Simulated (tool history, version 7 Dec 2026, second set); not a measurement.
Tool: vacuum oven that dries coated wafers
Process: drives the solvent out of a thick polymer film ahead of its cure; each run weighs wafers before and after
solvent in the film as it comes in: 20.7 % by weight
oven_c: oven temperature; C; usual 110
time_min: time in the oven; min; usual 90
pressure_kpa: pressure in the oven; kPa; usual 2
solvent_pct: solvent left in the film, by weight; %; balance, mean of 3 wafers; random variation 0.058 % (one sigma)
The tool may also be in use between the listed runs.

Run 1, hour 0: usual settings. Result: solvent_pct 2.98 %.
Run 2, hour 54: usual settings. Result: solvent_pct 2.89 %.
Run 3, hour 104.9: usual settings but pressure_kpa 3.61 kPa. Result: solvent_pct 4.71 %.
Run 4, hour 152.8: usual settings. Result: solvent_pct 2.89 %.
Run 5, hour 239.6: usual settings but pressure_kpa 1.11 kPa. Result: solvent_pct 2.17 %.
At hour 321.1: vacuum gauge cleaned of residue and calibrated.
Run 6, hour 321.1: usual settings but pressure_kpa 1.11 kPa. Result: solvent_pct 1.96 %.
Run 7, hour 393.2: usual settings but pressure_kpa 1.11 kPa. Result: solvent_pct 1.98 %.
Run 8, hour 459.8: usual settings but pressure_kpa 1.11 kPa. Result: solvent_pct 1.99 %.
Run 9, hour 514.4: usual settings but oven_c 116 C, pressure_kpa 1.11 kPa. Result: solvent_pct 1.25 %.
Run 10, hour 597.8: usual settings but oven_c 116 C, time_min 102 min, pressure_kpa 1.11 kPa. Result: solvent_pct 1.1 %.
Run 11, hour 660.9: usual settings but oven_c 116 C, time_min 102 min, pressure_kpa 1.11 kPa. Result: solvent_pct 1.23 %.
Run 12, hour 735.7: usual settings. Result: solvent_pct 2.86 %.
Run 13, hour 836.3: usual settings. Result: solvent_pct 3.02 %.
Run 14, hour 909.7: usual settings but pressure_kpa 2.32 kPa. Result: solvent_pct 3.3 %.
Run 15, hour 964: usual settings but pressure_kpa 2.32 kPa. Result: solvent_pct 3.19 %.
Run 16, hour 1063.9: usual settings but pressure_kpa 2.32 kPa. Result: solvent_pct 3.22 %.
Run 17, hour 1113.4: usual settings but oven_c 112 C, time_min 146 min, pressure_kpa 1.25 kPa. Result: solvent_pct 1.34 %.
Run 18, hour 1185.5: usual settings but oven_c 121 C, time_min 50 min, pressure_kpa 2.34 kPa. Result: solvent_pct 2.75 %.
Run 19, hour 1292.7: usual settings but oven_c 106 C, time_min 64 min, pressure_kpa 2.34 kPa. Result: solvent_pct 5.44 %.
Run 20, hour 1361.1: usual settings but time_min 110 min, pressure_kpa 4.08 kPa. Result: solvent_pct 4.72 %.
Run 21, hour 1418.9: usual settings but oven_c 107 C, time_min 47 min, pressure_kpa 7.64 kPa. Result: solvent_pct 11.67 %.
At hour 1439.1: oven's thermocouples calibrated.
Run 22, hour 1515: usual settings but oven_c 107 C, time_min 47 min, pressure_kpa 7.64 kPa. Result: solvent_pct 11.79 %.
Run 23, hour 1573.8: usual settings but oven_c 107 C, time_min 47 min, pressure_kpa 7.64 kPa. Result: solvent_pct 11.65 %.
Run 24, hour 1631.1: usual settings but oven_c 107 C, time_min 47 min, pressure_kpa 7.64 kPa. Result: solvent_pct 11.75 %.
Run 25, hour 1688.6: usual settings but time_min 47 min, pressure_kpa 1.27 kPa. Result: solvent_pct 4.68 %.
Run 26, hour 1777: usual settings but oven_c 103 C, pressure_kpa 4.78 kPa. Result: solvent_pct 8.2 %.

3 ways to go on from here, each from the tool as it stands after run 26. What would each give?
Run A, hour 1843.6: usual settings but oven_c 97 C, time_min 137 min, pressure_kpa 2.36 kPa. Result: solvent_pct ?.
Run B, hour 1843.6: usual settings but time_min 61 min, pressure_kpa 2.85 kPa. Result: solvent_pct ?.
Run C, hour 1843.6: usual settings but oven_c 105 C, time_min 52 min, pressure_kpa 1.1 kPa. Result: solvent_pct ?.

run  solvent_pct
  A         5.36
  B         4.95
  C         5.56
Without the tool's hidden state the same runs would have given:
run  solvent_pct
  A         5.35
  B         4.95
  C         5.55
